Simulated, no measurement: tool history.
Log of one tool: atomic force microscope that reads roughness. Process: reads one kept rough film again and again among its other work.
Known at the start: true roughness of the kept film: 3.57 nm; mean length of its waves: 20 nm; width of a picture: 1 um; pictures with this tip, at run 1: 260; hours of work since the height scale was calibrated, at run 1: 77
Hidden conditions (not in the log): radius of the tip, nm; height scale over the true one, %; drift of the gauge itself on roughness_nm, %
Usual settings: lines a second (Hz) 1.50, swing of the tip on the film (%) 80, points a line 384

| run | hour | lines a second (Hz) | swing of the tip on the film (%) | points a line | pictures with this tip | hours of work since the height scale was calibrated | roughness of the kept film (nm (root mean square)) |
|---|---|---|---|---|---|---|---|
| 1 | 0.0 | 1.50 | 80 | 384 | 260 | 77 | 2.349 |
|  | 29.9 | new tip fitted |
| 2 | 57.9 | 2.57 | 80 | 384 | 51 | 120 | 2.220 |
| 3 | 86.5 | 2.57 | 80 | 384 | 103 | 141 | 2.208 |
| 4 | 147.4 | 1.98 | 80 | 384 | 213 | 187 | 2.271 |
|  | 204.6 | new tip fitted |
| 5 | 206.8 | 1.98 | 80 | 384 | 4 | 231 | 2.293 |
| 6 | 246.3 | 1.98 | 80 | 384 | 76 | 260 | 2.279 |
| 7 | 277.1 | 1.50 | 80 | 384 | 132 | 283 | 2.363 |
| 8 | 307.9 | 1.50 | 80 | 384 | 188 | 306 | 2.369 |
| 9 | 352.6 | 1.50 | 80 | 384 | 269 | 340 | 2.353 |
|  | 380.2 | new tip fitted |
| 10 | 403.1 | 1.50 | 80 | 384 | 42 | 377 | 2.347 |
| 11 | 450.7 | 1.50 | 80 | 384 | 128 | 412 | 2.354 |
| 12 | 481.6 | 1.50 | 79 | 263 | 184 | 435 | 2.303 |
| 13 | 517.3 | 3.67 | 79 | 309 | 249 | 462 | 2.085 |
|  | 553.1 | new tip fitted |
| 14 | 574.0 | 3.67 | 79 | 309 | 38 | 504 | 2.100 |
| 15 | 631.9 | 3.67 | 79 | 309 | 143 | 547 | 2.083 |
| 16 | 690.2 | 0.84 | 89 | 646 | 249 | 591 | 2.391 |
|  | 728.1 | new tip fitted |
| 17 | 746.2 | 0.84 | 89 | 646 | 33 | 632 | 2.403 |
| 18 | 777.4 | 0.84 | 89 | 646 | 89 | 655 | 2.402 |
| 19 | 814.2 | 2.61 | 72 | 526 | 156 | 683 | 2.342 |
| 20 | 853.0 | 2.61 | 72 | 526 | 227 | 712 | 2.328 |
| 21 | 892.8 | 2.88 | 68 | 503 | 299 | 742 | 2.366 |

Forecast each of these 4 alternatives for the next run:
|  | 902.7 | new tip fitted |
| A | 940.5 | 1.50 | 63 | 384 | 68 | 777 | ? |
|  | 902.7 | new tip fitted |
| B | 940.5 | 1.50 | 57 | 847 | 68 | 777 | ? |
|  | 902.7 | new tip fitted |
| C | 940.5 | 3.78 | 81 | 482 | 68 | 777 | ? |
|  | 902.7 | new tip fitted |
| D | 940.5 | 1.42 | 79 | 705 | 68 | 777 | ? |

| run | roughness of the kept film (nm (root mean square)) |
|---|---|
| A | 2.492 |
| B | 2.566 |
| C | 2.047 |
| D | 2.402 |
Without the tool's unlogged condition, the same runs would have read:
| run | roughness of the kept film (nm (root mean square)) |
|---|---|
| A | 2.495 |
| B | 2.569 |
| C | 2.049 |
| D | 2.405 |
